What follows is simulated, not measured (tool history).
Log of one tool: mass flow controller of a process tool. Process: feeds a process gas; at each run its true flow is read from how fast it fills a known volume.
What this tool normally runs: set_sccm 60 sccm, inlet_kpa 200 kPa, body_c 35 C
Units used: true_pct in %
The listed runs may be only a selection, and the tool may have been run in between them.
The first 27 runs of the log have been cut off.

run	hour	set_sccm	inlet_kpa	body_c	true_pct
28	10683.2	52	189	35	99.37
29	10911.8	52	189	35	99.4
30	11408.3	60	255	35	99.84
31	11740.9	60	200	38	99.61
32	12014.6	60	200	38	99.72
33	12324.2	60	200	38	99.65
34	12659.1	60	200	38	99.69
35	12949.6	60	200	38	99.74
36	13237.3	60	200	38	99.71
37	13535.4	60	247	33	99.78
38	13803.4	61	200	26	99.32
39	14186	60	204	24	99.11
40	14671.5	60	204	24	99.2
41	14902.3	60	164	40	99.49
42	15404.8	60	164	40	99.56
43	15927.1	60	148	21	98.69
# hour 16403.8: controller's zero set anew
44	16442.2	60	147	28	98.99

Consider 5 possible next runs. They are alternatives, not a sequence: every one starts from the tool as it was left by run 44. What does each give?
A	16706.7	60	172	28	?
B	16706.7	58	192	35	?
C	16706.7	35	144	28	?
D	16706.7	15	200	21	?
E	16706.7	39	188	29	?

run	true_pct
A	99.04
B	99.48
C	98.36
D	98.06
E	98.77
Take away the tool's hidden state, keep each run's random variation, and the runs would have read:
run	true_pct
A	99.03
B	99.47
C	98.35
D	98.05
E	98.75
